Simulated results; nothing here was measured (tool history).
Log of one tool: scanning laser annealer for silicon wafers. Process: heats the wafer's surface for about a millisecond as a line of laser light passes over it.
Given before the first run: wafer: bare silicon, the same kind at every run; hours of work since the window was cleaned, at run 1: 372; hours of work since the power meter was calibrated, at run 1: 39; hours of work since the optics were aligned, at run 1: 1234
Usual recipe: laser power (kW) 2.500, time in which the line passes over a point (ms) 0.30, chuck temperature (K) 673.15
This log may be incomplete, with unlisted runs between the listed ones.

run	day	laser power (kW)	time in which the line passes over a point (ms)	chuck temperature (K)	hours of work since the window was cleaned	hours of work since the power meter was calibrated	hours of work since the optics were aligned	highest temperature of the surface (K)
1	0.000	2.500	0.30	673.15	372	39	1234	1457.15
2	0.404	2.500	0.30	673.15	379	46	1241	1462.15
3	0.808	2.500	0.30	673.15	386	53	1248	1461.15
4	1.292	2.500	0.30	673.15	394	61	1256	1458.15
5	1.912	2.500	0.30	673.15	405	72	1267	1456.15
6	2.588	2.500	0.30	673.15	417	84	1279	1457.15
7	3.238	2.500	0.30	654.15	428	95	1290	1441.15
8	3.529	2.500	0.30	673.15	433	100	1295	1456.15
9	3.867	2.500	0.30	673.15	439	106	1301	1458.15
10	4.308	2.500	0.30	673.15	446	113	1308	1458.15

Run 11 has not been measured yet. What should we expect?
11	4.758	2.500	0.25	698.15	454	121	1316	?

Run 11 measured highest temperature of the surface (K) 1415.15.
If the tool had no hidden condition, the same run with the same run-to-run variation would have returned highest temperature of the surface (K) 1416.15.

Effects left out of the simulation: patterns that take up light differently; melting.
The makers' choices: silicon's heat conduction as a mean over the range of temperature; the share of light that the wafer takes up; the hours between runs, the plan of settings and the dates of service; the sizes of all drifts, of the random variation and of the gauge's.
